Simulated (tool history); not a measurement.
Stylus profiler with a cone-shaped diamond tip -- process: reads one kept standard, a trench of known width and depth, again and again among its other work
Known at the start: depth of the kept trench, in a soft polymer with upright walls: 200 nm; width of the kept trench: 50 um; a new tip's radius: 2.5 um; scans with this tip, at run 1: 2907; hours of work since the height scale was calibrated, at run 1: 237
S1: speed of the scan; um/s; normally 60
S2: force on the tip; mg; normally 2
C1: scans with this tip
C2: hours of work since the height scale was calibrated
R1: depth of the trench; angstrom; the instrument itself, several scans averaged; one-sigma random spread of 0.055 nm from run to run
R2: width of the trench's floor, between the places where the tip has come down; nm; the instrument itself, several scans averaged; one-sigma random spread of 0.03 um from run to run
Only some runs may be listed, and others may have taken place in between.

run    hour   S1    S2     C1   C2      R1     R2
  1       0   60     2   2907  237  2021.9  47760
  2    36.8   60     2   3228  263  2021.7  47720
  3    87.2   19     2   3669  299  2023.1  47830
  4   134.7   19     2   4083  333  2022.9  47810
  5   163.7   60     2   4336  354  2022.7  47660
  6   210.9   60  0.73   4749  387  2012.3  47510
  7   242.3   60  0.73   5023  410    2013  47500
  8   277.5   60  1.47   5330  435  2019.7  47600
  9   326.3   60  1.47   5757  470  2018.1  47580
 10   353.7   60  1.47   5996  489  2019.4  47570
 11   409.6  109     2   6484  529  2023.4  47450
 12   462.3  109     2   6944  566  2023.7  47350
 13   501.9   60     2   7291  595  2024.7  47530
 14   541.6  105     2   7637  623  2023.9  47400
 15   582.4   60     2   7993  652    2024  47560
 16   627.9   60     2   8390  684  2024.9  47510
 17   679.9   60     2   8845  721  2025.2  47520
 18   725.9   60     2   9246  754  2024.4  47450
 19   777.9   60     2   9701  791  2024.5  47490
 20     808   60     2   9964  813  2026.1  47460
 21   862.5   60  1.39  10440  852  2021.2  47390
 22   896.7   60  1.39  10739  876  2021.4  47300
 23   950.6   60  1.39  11210  914  2020.8  47340
      954.2  -- height scale calibrated on a step standard
 24  1008.3   26  1.63  11709   38  2023.2  47460
 25  1061.1   50   2.9  12170   76  2034.3  47480
 26    1109   50   2.9  12588  110  2032.1  47370
 27  1144.7   31  1.44  12900  136  2022.2  47390
     1152.2  -- height scale calibrated on a step standard, once more
 28  1196.9   45  1.14  13352   32    2016  47280
 29  1226.4   82  5.01  13609   53  2039.7  47310
 30  1259.8   54  2.63  13901   77  2025.2  47270
 31  1287.4   71     2  14142   96  2021.1  47230
 32  1341.4  204  2.34  14614  135  2024.8  46910
 33  1389.6  204  2.34  15035  169    2025  46850
 34  1428.8   20  1.25  15377  197  2017.1  47330
 35  1452.7   74  1.25  15586  214  2016.6  47090
 36  1482.1   72  1.53  15842  235  2018.8  47130
 37  1521.9   20     1  16190  263  2015.9  47290
 38  1572.8   43     1  16635  300  2014.3  47090
 39  1609.3  123  4.84  16953  326  2040.7  47150
 40  1666.3   31  0.68  17451  366  2012.4  47160
 41    1696   19     2  17711  387  2023.9  47270
 42    1721   85  4.54  17929  405  2038.5  47120
 43  1765.8   44  2.82  18321  437  2029.7  47160
 44  1792.9  145     2  18557  456  2023.9  46860
 45  1818.4  145     2  18780  475  2023.7  46850

Each row is a separate what-if for the run after 45, all from the same tool condition, not one after another. Results?
  A  1854.9  27     2  19098  501   ?   ?
  B  1854.9  21  1.72  19098  501   ?   ?
  C  1854.9  60  2.04  19098  501   ?   ?

run      R1     R2
  A  2024.4  47170
  B  2020.1  47220
  C  2023.9  47130
With no hidden state in the tool, these same runs would have given:
run      R1     R2
  A  2022.1  47930
  B  2017.8  47980
  C  2021.5  47880

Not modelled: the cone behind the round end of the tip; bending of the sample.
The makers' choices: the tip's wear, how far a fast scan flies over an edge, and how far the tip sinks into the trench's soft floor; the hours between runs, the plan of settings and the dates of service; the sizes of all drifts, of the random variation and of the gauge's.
